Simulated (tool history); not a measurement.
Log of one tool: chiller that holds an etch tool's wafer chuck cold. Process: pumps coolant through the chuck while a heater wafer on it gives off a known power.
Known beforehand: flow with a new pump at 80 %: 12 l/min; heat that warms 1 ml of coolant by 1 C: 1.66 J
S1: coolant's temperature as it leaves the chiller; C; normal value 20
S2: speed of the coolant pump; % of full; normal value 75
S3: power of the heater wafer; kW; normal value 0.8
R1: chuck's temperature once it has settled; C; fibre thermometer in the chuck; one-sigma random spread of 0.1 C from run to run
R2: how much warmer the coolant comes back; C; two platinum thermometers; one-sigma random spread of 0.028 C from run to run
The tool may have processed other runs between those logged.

run 1 day=0 | S1=20 S2=75 S3=0.8 | R1=28.6 R2=2.58
run 2 day=1.942 | S1=20 S2=75 S3=0.8 | R1=28.6 R2=2.56
run 3 day=4.092 | S1=20 S2=75 S3=0.8 | R1=28.6 R2=2.52
run 4 day=5.583 | S1=20 S2=75 S3=0.8 | R1=28.5 R2=2.53
run 5 day=6.721 | S1=20 S2=75 S3=0.8 | R1=28.5 R2=2.5
run 6 day=7.942 | S1=20 S2=75 S3=0.8 | R1=28.6 R2=2.48
run 7 day=8.862 | S1=20 S2=75 S3=0.8 | R1=28.7 R2=2.49
run 8 day=10.217 | S1=20 S2=75 S3=1.043 | R1=31.1 R2=3.28
run 9 day=11.529 | S1=20 S2=75 S3=1.043 | R1=31 R2=3.22
run 10 day=13.171 | S1=20 S2=75 S3=0.842 | R1=28.9 R2=2.61
run 11 day=14.229 | S1=20 S2=75 S3=0.842 | R1=28.9 R2=2.56
run 12 day=16.096 | S1=20 S2=75 S3=0.842 | R1=28.7 R2=2.53
run 13 day=17.329 | S1=20 S2=75 S3=0.842 | R1=28.9 R2=2.46
run 14 day=18.35 | S1=20 S2=75 S3=0.842 | R1=29 R2=2.48
run 15 day=20.188 | S1=20 S2=75 S3=0.842 | R1=29 R2=2.41
run 16 day=22.35 | S1=20 S2=75 S3=0.842 | R1=29.1 R2=2.41
run 17 day=24.412 | S1=20 S2=75 S3=0.842 | R1=28.9 R2=2.4
run 18 day=26.146 | S1=20 S2=83 S3=0.8 | R1=27.8 R2=1.98
run 19 day=28.038 | S1=30 S2=88 S3=1.153 | R1=40.8 R2=2.71
run 20 day=29.95 | S1=30 S2=88 S3=1.153 | R1=40.7 R2=2.73
run 21 day=31.821 | S1=22 S2=83 S3=0.8 | R1=29.7 R2=1.83
run 22 day=33.3 | S1=20 S2=72 S3=0.593 | R1=26.5 R2=1.55
-- day=34.079 gauge calibrated
run 23 day=34.346 | S1=20 S2=72 S3=0.593 | R1=26.5 R2=2.04
run 24 day=36.108 | S1=20 S2=72 S3=0.593 | R1=26.5 R2=2
run 25 day=37.45 | S1=21 S2=91 S3=0.728 | R1=27.5 R2=1.89
run 26 day=39.392 | S1=21 S2=91 S3=0.728 | R1=27.4 R2=1.81
run 27 day=41.504 | S1=21 S2=91 S3=0.728 | R1=27.5 R2=1.79
run 28 day=43.046 | S1=21 S2=91 S3=0.728 | R1=27.5 R2=1.75
run 29 day=44.308 | S1=21 S2=65 S3=0.506 | R1=27.1 R2=1.77
run 30 day=45.508 | S1=22 S2=75 S3=0.562 | R1=28.1 R2=1.64
run 31 day=46.492 | S1=22 S2=75 S3=0.562 | R1=28 R2=1.68

What if the next run were any one of these 3? Each begins from the tool's condition after run 31:
run A day=47.588 | S1=20 S2=75 S3=0.686 | R1=? R2=?
run B day=47.588 | S1=15 S2=84 S3=0.8 | R1=? R2=?
run C day=47.588 | S1=22 S2=62 S3=1.108 | R1=? R2=?

run=A R1=27.5 R2=2.02
run=B R1=22.9 R2=2.08
run=C R1=36.1 R2=4.24
Had the tool no hidden state, the same runs would have come out as:
run=A R1=27.5 R2=2.22
run=B R1=22.9 R2=2.27
run=C R1=36 R2=4.44
